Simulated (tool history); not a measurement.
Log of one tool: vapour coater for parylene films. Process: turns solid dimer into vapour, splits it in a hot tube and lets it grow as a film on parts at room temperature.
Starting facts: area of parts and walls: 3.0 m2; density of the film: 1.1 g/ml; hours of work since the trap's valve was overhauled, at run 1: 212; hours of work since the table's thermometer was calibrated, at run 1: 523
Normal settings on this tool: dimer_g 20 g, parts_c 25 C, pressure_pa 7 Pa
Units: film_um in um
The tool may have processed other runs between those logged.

run,hour,dimer_g,parts_c,pressure_pa,hours of work since the trap's valve was overhauled,hours of work since the table's thermometer was calibrated,film_um
1,0,20,25,7,212,523,4.28
2,25.5,20,25,7,234,546,4.26
3,59.8,20,25,4.39,265,577,4.58
4,84.2,20,25,4.39,287,599,4.57
5,115.1,20,25,7,315,626,4.27
6,160.2,20,25,7,355,667,4.28
7,194.1,20,25,6.33,385,697,4.38
8,225.6,20,25,7,413,725,4.28
9,256.1,20,25,7,441,752,4.31
10,298.7,28,18,8.12,479,790,7.57
11,325.2,28,18,8.12,502,814,7.54
12,360.2,11,25,5.3,534,845,2.46
13,391.5,16,30,4.98,562,873,3.07
14,413.4,31,30,4.98,581,893,5.89
# hour 456.4: trap's valve overhauled
15,466.8,31,30,4.98,9,937,5.93
16,512.8,11,23,7,50,978,2.54
# hour 533.9: table's thermometer calibrated
17,549.4,11,33,2.05,82,14,2.17

How the hidden state differs across the entries between the runs, from the last listed run before each to the first after it:
Logged between run 14 and run 15: trap's valve overhauled (hour 456.4)
  vapour lost through the trap's worn valve, %: 0.4 -> 0; true temperature of the parts over the reading, C: -0.1 -> -0.11; drift of the gauge itself on film_um, %: 0.78 -> 0.88
  measured less the result without the state, film_um: +0.05 -> +0.07 um
Logged between run 16 and run 17: table's thermometer calibrated (hour 533.9)
  true temperature of the parts over the reading, C: -0.11 -> 0; drift of the gauge itself on film_um, %: 0.96 -> 1.03
  measured less the result without the state, film_um: +0.03 -> +0.02 um
